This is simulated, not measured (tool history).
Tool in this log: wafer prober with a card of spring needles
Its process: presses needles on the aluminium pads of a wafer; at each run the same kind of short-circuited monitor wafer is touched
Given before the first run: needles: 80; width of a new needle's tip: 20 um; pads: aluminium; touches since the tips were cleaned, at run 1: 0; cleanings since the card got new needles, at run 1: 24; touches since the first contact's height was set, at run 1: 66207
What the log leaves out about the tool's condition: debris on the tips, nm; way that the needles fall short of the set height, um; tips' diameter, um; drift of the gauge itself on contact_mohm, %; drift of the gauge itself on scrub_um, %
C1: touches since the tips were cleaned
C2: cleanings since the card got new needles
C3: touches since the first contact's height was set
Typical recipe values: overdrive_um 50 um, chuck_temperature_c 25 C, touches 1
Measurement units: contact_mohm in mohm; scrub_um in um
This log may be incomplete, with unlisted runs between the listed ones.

Run 1, hour 0: usual settings; C1 0; C2 24; C3 66207. Result: contact_mohm 266 mohm, scrub_um 10.106 um.
At hour 9.9: tips cleaned on abrasive film.
At hour 19.9: tips cleaned on abrasive film.
At hour 29.8: tips cleaned on abrasive film.
At hour 39.8: tips cleaned on abrasive film.
Run 2, hour 46.4: usual settings; C1 4074; C2 28; C3 94677. Result: contact_mohm 339 mohm, scrub_um 10.015 um.
At hour 49.1: height of the first contact set anew.
At hour 51.7: tips cleaned on abrasive film.
At hour 61.6: tips cleaned on abrasive film.
At hour 71.6: tips cleaned on abrasive film.
At hour 81.5: tips cleaned on abrasive film.
At hour 91.5: tips cleaned on abrasive film.
Run 3, hour 93.9: usual settings but chuck_temperature_c 35 C; C1 1501; C2 33; C3 27421. Result: contact_mohm 310 mohm, scrub_um 10.162 um.
At hour 103.8: tips cleaned on abrasive film.
At hour 113.8: tips cleaned on abrasive film.
At hour 123.7: tips cleaned on abrasive film.
At hour 136.2: tips cleaned on abrasive film.
At hour 148.6: tips cleaned on abrasive film.
Run 4, hour 156.5: usual settings; C1 4937; C2 38; C3 65902. Result: contact_mohm 346 mohm, scrub_um 10.103 um.
At hour 159.1: tips cleaned on abrasive film.
At hour 169: tips cleaned on abrasive film.
At hour 179: tips cleaned on abrasive film.
At hour 191.4: tips cleaned on abrasive film.
At hour 201.3: tips cleaned on abrasive film.
At hour 206.6: height of the first contact set anew.
At hour 214.1: tips cleaned on abrasive film.
Run 5, hour 215.1: usual settings but chuck_temperature_c 32 C; C1 625; C2 44; C3 5200. Result: contact_mohm 286 mohm, scrub_um 10.232 um.
At hour 225: tips cleaned on abrasive film.
At hour 235: tips cleaned on abrasive film.
At hour 244.9: tips cleaned on abrasive film.
At hour 254.9: tips cleaned on abrasive film.
At hour 264.8: tips cleaned on abrasive film.
At hour 274.8: tips cleaned on abrasive film.
Run 6, hour 279.5: usual settings but chuck_temperature_c 32 C; C1 2940; C2 50; C3 44735. Result: contact_mohm 312 mohm, scrub_um 10.128 um.
At hour 287: tips cleaned on abrasive film.
At hour 299.4: tips cleaned on abrasive film.
At hour 311.8: tips cleaned on abrasive film.
At hour 321.7: tips cleaned on abrasive film.
At hour 331.7: tips cleaned on abrasive film.
At hour 344.1: tips cleaned on abrasive film.
Run 7, hour 345.3: usual settings; C1 719; C2 56; C3 85097. Result: contact_mohm 283 mohm, scrub_um 10.057 um.
At hour 355.2: tips cleaned on abrasive film.
At hour 362.9: height of the first contact set anew.
At hour 367.9: tips cleaned on abrasive film.
At hour 380.3: tips cleaned on abrasive film.
At hour 390.3: tips cleaned on abrasive film.
Run 8, hour 397.8: usual settings but chuck_temperature_c 42 C; C1 4671; C2 60; C3 21443. Result: contact_mohm 339 mohm, scrub_um 10.193 um.
At hour 400.4: tips cleaned on abrasive film.
At hour 410.3: tips cleaned on abrasive film.
At hour 422.7: tips cleaned on abrasive film.
At hour 435.1: tips cleaned on abrasive film.
At hour 445.1: tips cleaned on abrasive film.
At hour 455: tips cleaned on abrasive film.
At hour 465: tips cleaned on abrasive film.
Run 9, hour 473.5: usual settings but chuck_temperature_c 42 C; C1 5267; C2 67; C3 67876. Result: contact_mohm 357 mohm, scrub_um 10.114 um.
At hour 476: tips cleaned on abrasive film.
At hour 486: tips cleaned on abrasive film.
At hour 495.9: tips cleaned on abrasive film.
At hour 505.9: tips cleaned on abrasive film.
Run 10, hour 507.6: usual settings; C1 1032; C2 71; C3 88728. Result: contact_mohm 294 mohm, scrub_um 10.047 um.
At hour 517.5: tips cleaned on abrasive film.
At hour 520.3: height of the first contact set anew.
At hour 527.7: tips cleaned on abrasive film.
At hour 537.7: tips cleaned on abrasive film.
At hour 547.6: tips cleaned on abrasive film.
Run 11, hour 556.8: usual settings; C1 5656; C2 75; C3 22428. Result: contact_mohm 354 mohm, scrub_um 10.192 um.
At hour 559.3: tips cleaned on abrasive film.
At hour 569.3: tips cleaned on abrasive film.
At hour 579.2: tips cleaned on abrasive film.
At hour 591.6: tips cleaned on abrasive film.
Run 12, hour 601.1: usual settings; C1 5829; C2 79; C3 49603. Result: contact_mohm 355 mohm, scrub_um 10.142 um.
At hour 603.6: tips cleaned on abrasive film.
At hour 613.6: tips cleaned on abrasive film.
At hour 626: tips cleaned on abrasive film.
At hour 635.9: tips cleaned on abrasive film.
At hour 645.9: tips cleaned on abrasive film.
At hour 655.8: tips cleaned on abrasive film.
At hour 665.8: tips cleaned on abrasive film.
Run 13, hour 674.8: usual settings; C1 5577; C2 86; C3 94823. Result: contact_mohm 359 mohm, scrub_um 10.059 um.
At hour 677.3: tips cleaned on abrasive film.
At hour 677.6: height of the first contact set anew.
At hour 690: tips cleaned on abrasive film.
At hour 702.4: tips cleaned on abrasive film.
At hour 712.4: tips cleaned on abrasive film.
At hour 724.8: tips cleaned on abrasive film.
At hour 737.2: tips cleaned on abrasive film.
Run 14, hour 746.4: usual settings; C1 5678; C2 92; C3 42271. Result: contact_mohm 363 mohm, scrub_um 10.174 um.
At hour 748.9: tips cleaned on abrasive film.
At hour 758.9: tips cleaned on abrasive film.
At hour 768.8: tips cleaned on abrasive film.
At hour 781.2: tips cleaned on abrasive film.
At hour 791.2: tips cleaned on abrasive film.
At hour 801.1: tips cleaned on abrasive film.
At hour 811.1: tips cleaned on abrasive film.
Run 15, hour 811.3: usual settings; C1 147; C2 99; C3 82061. Result: contact_mohm 272 mohm, scrub_um 10.07 um.
At hour 821.3: tips cleaned on abrasive film.
At hour 831.2: tips cleaned on abrasive film.
At hour 834: height of the first contact set anew.
At hour 841.5: tips cleaned on abrasive film.
At hour 853.9: tips cleaned on abrasive film.
At hour 863.8: tips cleaned on abrasive film.
At hour 873.8: tips cleaned on abrasive film.
At hour 886.2: tips cleaned on abrasive film.
Run 16, hour 886.5: usual settings but chuck_temperature_c 49 C, touches 3; C1 183; C2 106; C3 32203. Result: contact_mohm 272 mohm, scrub_um 10.18 um.
At hour 896.4: tips cleaned on abrasive film.
At hour 906.4: tips cleaned on abrasive film.
At hour 918.8: tips cleaned on abrasive film.
At hour 928.7: tips cleaned on abrasive film.
At hour 938.7: tips cleaned on abrasive film.
Run 17, hour 938.9: usual settings but chuck_temperature_c 77 C; C1 167; C2 111; C3 64392. Result: contact_mohm 287 mohm, scrub_um 10.104 um.
At hour 948.9: tips cleaned on abrasive film.
At hour 958.8: tips cleaned on abrasive film.
At hour 968.8: tips cleaned on abrasive film.
At hour 978.7: tips cleaned on abrasive film.
At hour 991.1: tips cleaned on abrasive film.
At hour 991.4: height of the first contact set anew.
At hour 1003.8: tips cleaned on abrasive film.
Run 18, hour 1006.9: usual settings but chuck_temperature_c 77 C; C1 1872; C2 117; C3 9495. Result: contact_mohm 317 mohm, scrub_um 10.206 um.
At hour 1014.4: tips cleaned on abrasive film.
At hour 1026.8: tips cleaned on abrasive film.
At hour 1036.7: tips cleaned on abrasive film.
At hour 1049.1: tips cleaned on abrasive film.
At hour 1061.5: tips cleaned on abrasive film.
At hour 1071.5: tips cleaned on abrasive film.
Run 19, hour 1078.7: usual settings but overdrive_um 31 um, chuck_temperature_c 87 C; C1 4494; C2 123; C3 53631. Result: contact_mohm 504 mohm, scrub_um 6.243 um.
At hour 1083.8: tips cleaned on abrasive film.
At hour 1093.7: tips cleaned on abrasive film.
At hour 1106.1: tips cleaned on abrasive film.
At hour 1118.5: tips cleaned on abrasive film.
At hour 1128.5: tips cleaned on abrasive film.
At hour 1140.9: tips cleaned on abrasive film.
Run 20, hour 1144.7: usual settings but overdrive_um 31 um, chuck_temperature_c 87 C; C1 2364; C2 129; C3 94114. Result: contact_mohm 432 mohm, scrub_um 6.169 um.
At hour 1147.5: height of the first contact set anew.
At hour 1152.5: tips cleaned on abrasive film.
At hour 1162.4: tips cleaned on abrasive film.
At hour 1172.4: tips cleaned on abrasive film.
At hour 1184.8: tips cleaned on abrasive film.
Run 21, hour 1187.1: usual settings but overdrive_um 31 um, chuck_temperature_c 87 C, touches 3; C1 1449; C2 133; C3 24319. Result: contact_mohm 325 mohm, scrub_um 6.297 um.

Run 22 comes next. What will it give?
At hour 1197.1: tips cleaned on abrasive film.
At hour 1207: tips cleaned on abrasive film.
At hour 1217: tips cleaned on abrasive film.
At hour 1226.9: tips cleaned on abrasive film.
Run 22, hour 1233.4: usual settings but overdrive_um 38 um, chuck_temperature_c 99 C, touches 3; C1 3999; C2 137; C3 52713. Result: contact_mohm ?, scrub_um ?.

contact_mohm: 334 mohm
scrub_um: 7.666 um
Minus the tool's unlogged condition, the same run would have read contact_mohm 287 mohm, scrub_um 7.777 um.

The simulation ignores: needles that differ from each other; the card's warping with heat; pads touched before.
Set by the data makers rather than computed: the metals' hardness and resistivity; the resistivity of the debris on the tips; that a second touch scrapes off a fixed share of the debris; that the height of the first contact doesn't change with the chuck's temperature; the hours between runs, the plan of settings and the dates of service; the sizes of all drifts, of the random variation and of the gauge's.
